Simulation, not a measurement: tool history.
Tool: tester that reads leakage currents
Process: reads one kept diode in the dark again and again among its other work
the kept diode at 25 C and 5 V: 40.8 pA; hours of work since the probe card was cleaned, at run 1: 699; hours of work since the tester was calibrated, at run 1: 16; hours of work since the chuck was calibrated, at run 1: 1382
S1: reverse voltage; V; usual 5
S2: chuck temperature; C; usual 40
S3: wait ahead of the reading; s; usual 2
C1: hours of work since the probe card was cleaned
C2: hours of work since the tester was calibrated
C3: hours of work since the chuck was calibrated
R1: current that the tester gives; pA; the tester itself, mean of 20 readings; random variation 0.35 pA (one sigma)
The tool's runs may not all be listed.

| run | hour | S1 | S2 | S3 | C1 | C2 | C3 | R1 |
|---|---|---|---|---|---|---|---|---|
| 1 | 0 | 5 | 40 | 2 | 699 | 16 | 1382 | 136.92 |
| 2 | 101.8 | 5 | 40 | 2 | 749 | 65 | 1432 | 138.33 |
| 3 | 276.5 | 5 | 40 | 2.62 | 834 | 151 | 1517 | 139.76 |
| 4 | 393.2 | 3.66 | 40 | 2.62 | 891 | 208 | 1574 | 119.58 |
| 5 | 518.4 | 3.66 | 40 | 2.62 | 952 | 269 | 1635 | 120.82 |
| 6 | 613.7 | 5 | 40 | 2 | 999 | 315 | 1682 | 143.25 |
|  | 681.1 | chuck's temperature calibrated |
| 7 | 789.2 | 5 | 40 | 2 | 1083 | 400 | 53 | 131.06 |
| 8 | 944.3 | 1.41 | 35 | 3.64 | 1159 | 476 | 129 | 48.76 |
|  | 1045.9 | probe card cleaned and baked |
| 9 | 1151.5 | 8.12 | 52 | 1.03 | 52 | 575 | 228 | 329.31 |
| 10 | 1359.3 | 1.5 | 41 | 7.71 | 153 | 677 | 330 | 71.24 |
| 11 | 1504.5 | 5 | 33 | 7.39 | 224 | 748 | 401 | 77.98 |
| 12 | 1635.3 | 3.06 | 38 | 1.31 | 288 | 812 | 464 | 85.59 |
| 13 | 1790 | 9.7 | 26 | 7.78 | 363 | 887 | 540 | 73.38 |
| 14 | 1957.4 | 5 | 33 | 0.65 | 445 | 969 | 622 | 82.67 |

Hidden state or all else? Some run-to-run changes of R1, split into what the settings, what came in and random variation would give without the hidden state, and what is left for the hidden state (with any gauge scatter that isn't in both results):
The hidden state here: stray current of the dirty probe card, pA a volt; current scale over the true one, %; true chuck temperature over the reading, C; drift of the gauge itself on leakage_pa, %.
Run 6 -> 7: chuck's temperature calibrated. R1 -12.19 pA: hidden state -13.04, all else +0.85.
Run 8 -> 9: S1 1.41 -> 8.12, S2 35 -> 52, S3 3.64 -> 1.03, probe card cleaned and baked. R1 +280.55 pA: hidden state +3.47, all else +277.08.
